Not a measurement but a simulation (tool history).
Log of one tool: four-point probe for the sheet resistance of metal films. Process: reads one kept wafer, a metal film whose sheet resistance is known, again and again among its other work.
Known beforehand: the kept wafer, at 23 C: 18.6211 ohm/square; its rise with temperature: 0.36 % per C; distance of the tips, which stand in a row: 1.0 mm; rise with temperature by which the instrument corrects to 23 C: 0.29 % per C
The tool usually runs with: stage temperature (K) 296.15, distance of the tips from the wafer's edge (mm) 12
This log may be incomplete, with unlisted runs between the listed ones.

run,hour,stage temperature (K),distance of the tips from the wafer's edge (mm),sheet resistance as the instrument gives it (ohm/square)
1,0.0,296.15,12,18.686566
2,23.5,296.15,26,18.635330
3,43.4,296.15,26,18.640818
4,67.2,296.15,26,18.637727
5,92.9,299.15,26,18.674885
6,108.1,292.15,12,18.639262
7,129.4,292.15,12,18.644098
8,153.6,296.15,25,18.628732
9,171.8,296.15,25,18.645610
10,184.6,296.15,55,18.621227
11,210.3,299.15,12,18.728963
12,235.7,299.15,12,18.724820
13,256.8,299.15,12,18.731238
14,274.7,294.15,12,18.666719
15,303.4,305.15,68,18.737095
16,320.4,300.15,68,18.677530
17,339.2,300.15,68,18.672618
18,355.8,297.15,40,18.638526
19,375.2,299.15,43,18.665051
20,395.8,299.15,43,18.659009
21,407.8,298.15,46,18.648207
22,423.7,308.15,22,18.793464
23,452.4,308.15,22,18.784124
24,479.6,291.15,12,18.628789
25,505.0,301.15,16,18.727374

Withheld: 1 entry from between the runs. Position of each, and hidden state at the listed run before versus the listed run after:
Run 12 -> run 13: stage's thermometer calibrated (hour 256.1)
  no difference in the tool's unlogged condition between these two runs
